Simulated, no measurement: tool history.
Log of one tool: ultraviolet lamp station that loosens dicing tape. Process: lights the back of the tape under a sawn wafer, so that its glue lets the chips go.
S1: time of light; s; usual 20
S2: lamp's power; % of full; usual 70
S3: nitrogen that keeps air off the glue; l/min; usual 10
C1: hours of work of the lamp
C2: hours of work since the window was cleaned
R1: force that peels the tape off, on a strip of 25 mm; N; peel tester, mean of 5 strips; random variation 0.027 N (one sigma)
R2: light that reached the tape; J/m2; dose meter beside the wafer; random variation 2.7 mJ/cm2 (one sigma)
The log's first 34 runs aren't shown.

run,hour,S1,S2,S3,C1,C2,R1,R2
35,611.9,18,99,3,508,22,2.064,4370
36,634.5,11,93,3,522,36,4.310,2470
37,648.3,19,70,5,530,44,2.514,3230
38,665.9,19,75,5,540,54,2.277,3460
39,680.0,19,98,14,549,63,0.742,4430
40,699.8,19,98,14,561,75,0.756,4470
41,719.3,19,60,11,572,86,2.283,2750
42,734.1,12,78,13,581,95,2.760,2200

4 ways to go on from here, each from the tool as it stands after run 42. What would each give?
A,745.1,18,70,10,588,102,?,?
B,745.1,15,70,10,588,102,?,?
C,745.1,26,82,10,588,102,?,?
D,745.1,20,68,8,588,102,?,?

run,R1,R2
A,2.074,3000
B,2.696,2480
C,0.689,5060
D,1.948,3190
Without the tool's hidden state the same runs would have given:
run,R1,R2
A,1.664,3400
B,2.232,2810
C,0.521,5730
D,1.563,3620
